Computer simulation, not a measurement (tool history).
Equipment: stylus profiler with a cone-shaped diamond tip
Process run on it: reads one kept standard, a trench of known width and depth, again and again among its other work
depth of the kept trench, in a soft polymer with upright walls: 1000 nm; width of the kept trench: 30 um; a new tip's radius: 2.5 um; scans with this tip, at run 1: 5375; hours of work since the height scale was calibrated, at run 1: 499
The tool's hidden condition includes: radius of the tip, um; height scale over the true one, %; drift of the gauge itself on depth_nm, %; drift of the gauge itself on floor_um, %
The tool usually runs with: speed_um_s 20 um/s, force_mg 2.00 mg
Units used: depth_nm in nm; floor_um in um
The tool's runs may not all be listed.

| run | hour | speed_um_s | force_mg | scans with this tip | hours of work since the height scale was calibrated | depth_nm | floor_um |
|---|---|---|---|---|---|---|---|
| 1 | 0.0 | 20 | 2.00 | 5375 | 499 | 1009.03 | 25.22 |
| 2 | 17.0 | 20 | 2.00 | 5473 | 508 | 1009.22 | 25.20 |
| 3 | 40.1 | 63 | 2.00 | 5605 | 521 | 1009.24 | 25.07 |
| 4 | 64.9 | 63 | 2.00 | 5747 | 534 | 1009.51 | 25.08 |
| 5 | 84.0 | 20 | 2.00 | 5856 | 544 | 1009.37 | 25.16 |
| 6 | 104.7 | 51 | 2.00 | 5974 | 555 | 1009.02 | 25.06 |
| 7 | 132.0 | 51 | 2.00 | 6130 | 570 | 1009.33 | 25.09 |
| 8 | 157.6 | 51 | 2.20 | 6277 | 583 | 1010.10 | 24.99 |
| 9 | 180.0 | 20 | 3.76 | 6405 | 595 | 1015.17 | 25.10 |
|  | 183.2 | height scale calibrated on a step standard |
| 10 | 201.1 | 74 | 1.60 | 6523 | 9 | 1006.93 | 24.90 |
| 11 | 216.2 | 10 | 0.72 | 6610 | 18 | 1003.21 | 25.00 |
| 12 | 243.4 | 10 | 0.72 | 6765 | 32 | 1002.74 | 25.06 |
| 13 | 261.1 | 7 | 4.80 | 6866 | 41 | 1017.19 | 25.01 |
| 14 | 281.8 | 7 | 4.80 | 6985 | 52 | 1016.96 | 25.08 |

What differs in the tool's unlogged condition from the final listed run ahead of each entry between runs to the first listed run following it?
Runs 9 to 10: height scale calibrated on a step standard (hour 183.2)
  radius of the tip, um: 3.46 -> 3.48; height scale over the true one, %: -0.209 -> -0.262
  the result without the hidden state subtracted from the measured one, depth_nm: -2.13 -> -2.64 nm; floor_um: -0.87 -> -0.88 um

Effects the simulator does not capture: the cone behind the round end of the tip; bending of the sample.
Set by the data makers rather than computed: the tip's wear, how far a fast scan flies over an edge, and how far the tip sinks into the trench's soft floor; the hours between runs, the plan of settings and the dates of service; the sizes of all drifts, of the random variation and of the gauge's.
